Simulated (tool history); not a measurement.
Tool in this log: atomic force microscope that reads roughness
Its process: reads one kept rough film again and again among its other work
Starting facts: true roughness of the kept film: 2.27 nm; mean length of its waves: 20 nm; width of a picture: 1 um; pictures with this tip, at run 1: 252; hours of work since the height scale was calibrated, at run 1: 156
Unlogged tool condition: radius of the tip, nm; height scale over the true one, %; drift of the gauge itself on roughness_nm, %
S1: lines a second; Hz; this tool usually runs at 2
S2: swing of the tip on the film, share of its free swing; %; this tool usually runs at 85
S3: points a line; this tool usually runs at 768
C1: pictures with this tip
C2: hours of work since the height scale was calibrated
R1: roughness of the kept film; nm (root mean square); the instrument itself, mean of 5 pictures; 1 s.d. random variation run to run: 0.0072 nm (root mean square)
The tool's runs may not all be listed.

run 1 hour=0 | S1=2 S2=85 S3=768 | C1=252 C2=156 | R1=1.02
run 2 hour=10.7 | S1=2 S2=85 S3=619 | C1=264 C2=163 | R1=1
run 3 hour=15.8 | S1=2 S2=85 S3=619 | C1=269 C2=166 | R1=0.989
run 4 hour=27.5 | S1=3.13 S2=85 S3=619 | C1=282 C2=173 | R1=0.885
run 5 hour=37.6 | S1=3.13 S2=79 S3=619 | C1=294 C2=180 | R1=0.943
run 6 hour=48.8 | S1=3.13 S2=80 S3=619 | C1=306 C2=187 | R1=0.913
run 7 hour=56.6 | S1=3.13 S2=80 S3=619 | C1=315 C2=192 | R1=0.911
run 8 hour=61.9 | S1=3.13 S2=80 S3=619 | C1=321 C2=195 | R1=0.898
run 9 hour=70.4 | S1=2 S2=60 S3=768 | C1=330 C2=201 | R1=1.079
-- hour=72.5 height scale calibrated on a step standard
run 10 hour=81.4 | S1=2 S2=60 S3=768 | C1=341 C2=6 | R1=1.072
run 11 hour=88.6 | S1=2 S2=60 S3=768 | C1=350 C2=10 | R1=1.073
run 12 hour=97.5 | S1=2 S2=84 S3=711 | C1=360 C2=16 | R1=0.908
-- hour=104.7 new tip fitted
run 13 hour=108.1 | S1=2.51 S2=84 S3=269 | C1=4 C2=22 | R1=1.384
run 14 hour=116.1 | S1=2.51 S2=84 S3=269 | C1=13 C2=28 | R1=1.356
-- hour=118.1 height scale calibrated on a step standard, once more
run 15 hour=126.4 | S1=2.51 S2=84 S3=269 | C1=23 C2=5 | R1=1.347
run 16 hour=133.3 | S1=0.84 S2=73 S3=683 | C1=31 C2=10 | R1=1.647
run 17 hour=139.2 | S1=3.2 S2=89 S3=835 | C1=37 C2=14 | R1=1.197
run 18 hour=150 | S1=3.2 S2=84 S3=835 | C1=50 C2=20 | R1=1.253
run 19 hour=155 | S1=2.22 S2=85 S3=768 | C1=55 C2=24 | R1=1.329

Here are 3 independent what-if runs from the current tool condition. What would each one return?
run A hour=160.2 | S1=2 S2=85 S3=261 | C1=61 C2=27 | R1=?
run B hour=160.2 | S1=2.22 S2=59 S3=768 | C1=61 C2=27 | R1=?
run C hour=160.2 | S1=3.94 S2=79 S3=286 | C1=61 C2=27 | R1=?

run=A R1=1.31
run=B R1=1.561
run=C R1=1.196
The same runs, with their run-to-run variation unchanged, on a tool lacking any hidden condition would have given:
run=A R1=1.457
run=B R1=1.737
run=C R1=1.331
